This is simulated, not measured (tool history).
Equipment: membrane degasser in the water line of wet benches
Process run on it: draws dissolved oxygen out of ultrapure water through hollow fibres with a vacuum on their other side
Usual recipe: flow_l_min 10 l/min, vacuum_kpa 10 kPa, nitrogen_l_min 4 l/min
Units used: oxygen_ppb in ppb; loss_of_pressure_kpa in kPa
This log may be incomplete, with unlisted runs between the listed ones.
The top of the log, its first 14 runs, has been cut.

run 15 hour=585.3 | flow_l_min=9 vacuum_kpa=10 nitrogen_l_min=4 | oxygen_ppb=60.5 loss_of_pressure_kpa=50.63
run 16 hour=629.6 | flow_l_min=9 vacuum_kpa=10 nitrogen_l_min=4 | oxygen_ppb=59.5 loss_of_pressure_kpa=51.06
run 17 hour=683.6 | flow_l_min=9 vacuum_kpa=10 nitrogen_l_min=4 | oxygen_ppb=59 loss_of_pressure_kpa=50.81
run 18 hour=746.6 | flow_l_min=9 vacuum_kpa=10 nitrogen_l_min=4 | oxygen_ppb=58.9 loss_of_pressure_kpa=50.76
run 19 hour=774.2 | flow_l_min=9 vacuum_kpa=10 nitrogen_l_min=2.04 | oxygen_ppb=96.8 loss_of_pressure_kpa=50.98
run 20 hour=809.4 | flow_l_min=9 vacuum_kpa=11 nitrogen_l_min=4 | oxygen_ppb=66.1 loss_of_pressure_kpa=50.85
-- hour=813.9 vacuum gauge calibrated
run 21 hour=868 | flow_l_min=15 vacuum_kpa=11 nitrogen_l_min=2.7 | oxygen_ppb=233 loss_of_pressure_kpa=85.18
run 22 hour=908 | flow_l_min=15 vacuum_kpa=11 nitrogen_l_min=2.7 | oxygen_ppb=229.8 loss_of_pressure_kpa=85.49
run 23 hour=947.3 | flow_l_min=8 vacuum_kpa=10.9 nitrogen_l_min=4.87 | oxygen_ppb=43.6 loss_of_pressure_kpa=46.07
run 24 hour=1001.1 | flow_l_min=8 vacuum_kpa=10.9 nitrogen_l_min=4.87 | oxygen_ppb=45.5 loss_of_pressure_kpa=45.32
run 25 hour=1047.5 | flow_l_min=8 vacuum_kpa=10.9 nitrogen_l_min=4.87 | oxygen_ppb=46 loss_of_pressure_kpa=45.23
run 26 hour=1093.2 | flow_l_min=8 vacuum_kpa=11.1 nitrogen_l_min=8.17 | oxygen_ppb=32.6 loss_of_pressure_kpa=45.56
run 27 hour=1150.2 | flow_l_min=8 vacuum_kpa=11.1 nitrogen_l_min=8.17 | oxygen_ppb=32.4 loss_of_pressure_kpa=45.42
-- hour=1178.7 vacuum gauge calibrated, once more
run 28 hour=1203 | flow_l_min=8 vacuum_kpa=11.1 nitrogen_l_min=8.17 | oxygen_ppb=32.4 loss_of_pressure_kpa=45.15
run 29 hour=1254.3 | flow_l_min=12 vacuum_kpa=6 nitrogen_l_min=2.5 | oxygen_ppb=94.3 loss_of_pressure_kpa=68.17
run 30 hour=1282.8 | flow_l_min=11 vacuum_kpa=9.7 nitrogen_l_min=11.19 | oxygen_ppb=61.5 loss_of_pressure_kpa=62.92
run 31 hour=1326.5 | flow_l_min=8 vacuum_kpa=17 nitrogen_l_min=4 | oxygen_ppb=83.1 loss_of_pressure_kpa=45.33
run 32 hour=1362.5 | flow_l_min=10 vacuum_kpa=16.9 nitrogen_l_min=3.6 | oxygen_ppb=125.1 loss_of_pressure_kpa=57.04

What does the tool deliver on the next run?
run 33 hour=1396.9 | flow_l_min=10 vacuum_kpa=16.9 nitrogen_l_min=3.6 | oxygen_ppb=? loss_of_pressure_kpa=?

Logged for run 33: oxygen_ppb 126.4 ppb, loss_of_pressure_kpa 56.92 kPa.
Minus the tool's unlogged condition, the same run would have read oxygen_ppb 120.7 ppb, loss_of_pressure_kpa 55.46 kPa.

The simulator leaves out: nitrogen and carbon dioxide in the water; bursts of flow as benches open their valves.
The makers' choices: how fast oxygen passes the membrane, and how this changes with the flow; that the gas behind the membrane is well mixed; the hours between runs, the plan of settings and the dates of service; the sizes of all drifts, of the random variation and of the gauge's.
